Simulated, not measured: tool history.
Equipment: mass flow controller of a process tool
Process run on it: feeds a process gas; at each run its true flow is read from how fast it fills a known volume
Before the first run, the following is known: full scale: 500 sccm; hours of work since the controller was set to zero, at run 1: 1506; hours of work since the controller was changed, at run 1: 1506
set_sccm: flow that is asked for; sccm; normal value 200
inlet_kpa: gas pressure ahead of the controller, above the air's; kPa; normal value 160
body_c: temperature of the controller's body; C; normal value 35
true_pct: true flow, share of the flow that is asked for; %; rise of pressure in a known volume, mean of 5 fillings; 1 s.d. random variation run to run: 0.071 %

run,day,set_sccm,inlet_kpa,body_c,hours of work since the controller was set to zero,hours of work since the controller was changed,true_pct
1,0,200,160,35,1506,1506,99.67
2,9.529,200,160,35,1599,1599,99.48
3,16.338,200,160,35,1666,1666,99.31
4,23.038,200,160,35,1732,1732,99.33
5,34.029,200,154,35,1839,1839,99.27
6,42.362,200,160,37,1921,1921,99.41
# day 43.467: controller's zero set anew
7,51.867,59,160,35,82,2014,101.4

Run 8 is up next; what results do you expect?
8,59.279,365,176,25,155,2086,?

Run 8 came out at true_pct 98.22 %.
If the tool had no hidden condition, the same run with the same run-to-run variation would have returned true_pct 99.69 %.

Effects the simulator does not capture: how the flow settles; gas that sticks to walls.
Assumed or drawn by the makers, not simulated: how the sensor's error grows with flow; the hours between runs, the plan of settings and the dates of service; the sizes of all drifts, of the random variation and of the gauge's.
